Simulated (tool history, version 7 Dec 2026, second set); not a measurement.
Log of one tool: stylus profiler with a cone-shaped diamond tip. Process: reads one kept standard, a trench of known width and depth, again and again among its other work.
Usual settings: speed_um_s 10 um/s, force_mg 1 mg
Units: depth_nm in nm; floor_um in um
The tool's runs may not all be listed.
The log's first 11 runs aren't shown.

| run | day | speed_um_s | force_mg | scans with this tip | hours of work since the height scale was calibrated | depth_nm | floor_um |
|---|---|---|---|---|---|---|---|
| 12 | 32.838 | 10 | 1.03 | 8236 | 1064 | 1004.96 | 10.14 |
| 13 | 35.208 | 10 | 1 | 8546 | 1104 | 1005.13 | 9.96 |
| 14 | 38.117 | 10 | 0.7 | 8928 | 1153 | 1004.1 | 9.84 |
| 15 | 40.212 | 5 | 1 | 9202 | 1188 | 1005.14 | 9.78 |
| 16 | 43.021 | 5 | 1 | 9570 | 1236 | 1005.17 | 9.65 |
|  | 46.088 | new tip fitted, height scale calibrated |
| 17 | 47.017 | 10 | 1 | 121 | 16 | 1003.57 | 13.9 |
| 18 | 49.275 | 4 | 1 | 418 | 54 | 1003.62 | 13.8 |
| 19 | 51.283 | 4 | 1 | 680 | 88 | 1003.72 | 13.65 |
| 20 | 54.133 | 7 | 1 | 1054 | 136 | 1003.68 | 13.41 |
| 21 | 57.467 | 7 | 1 | 1490 | 192 | 1003.77 | 13.15 |
| 22 | 59.954 | 10 | 1 | 1816 | 235 | 1004.04 | 13.02 |
| 23 | 63.733 | 10 | 1 | 2312 | 299 | 1004.09 | 12.73 |
| 24 | 67.621 | 10 | 1 | 2821 | 364 | 1004.28 | 12.43 |
| 25 | 69.983 | 10 | 1 | 3131 | 404 | 1004.25 | 12.29 |
| 26 | 72.8 | 10 | 1 | 3500 | 452 | 1004.26 | 12.2 |
| 27 | 74.942 | 23 | 0.34 | 3780 | 488 | 1002.51 | 11.91 |
| 28 | 78.183 | 23 | 0.34 | 4205 | 543 | 1002.49 | 11.72 |
| 29 | 81.904 | 23 | 0.34 | 4692 | 606 | 1002.61 | 11.49 |
| 30 | 84.65 | 3 | 1.26 | 5052 | 652 | 1004.75 | 11.61 |
| 31 | 87.258 | 2 | 0.56 | 5394 | 697 | 1003.79 | 11.4 |
|  | 87.642 | height scale calibrated on a step standard |
| 32 | 89.65 | 4 | 0.47 | 5704 | 34 | 1003.72 | 11.29 |
| 33 | 92.092 | 3 | 2.94 | 6024 | 75 | 1008.8 | 11.13 |
| 34 | 94.871 | 3 | 2.94 | 6388 | 122 | 1008.92 | 11.04 |

The next listed run, before its measurement:
| 35 | 98.704 | 9 | 1.23 | 6891 | 187 | ? | ? |

{"run 35": {"depth_nm": 1006.04, "floor_um": 10.8}}
Without the tool's hidden state the same run would have given depth_nm 1003.93 nm, floor_um 13.97 um.

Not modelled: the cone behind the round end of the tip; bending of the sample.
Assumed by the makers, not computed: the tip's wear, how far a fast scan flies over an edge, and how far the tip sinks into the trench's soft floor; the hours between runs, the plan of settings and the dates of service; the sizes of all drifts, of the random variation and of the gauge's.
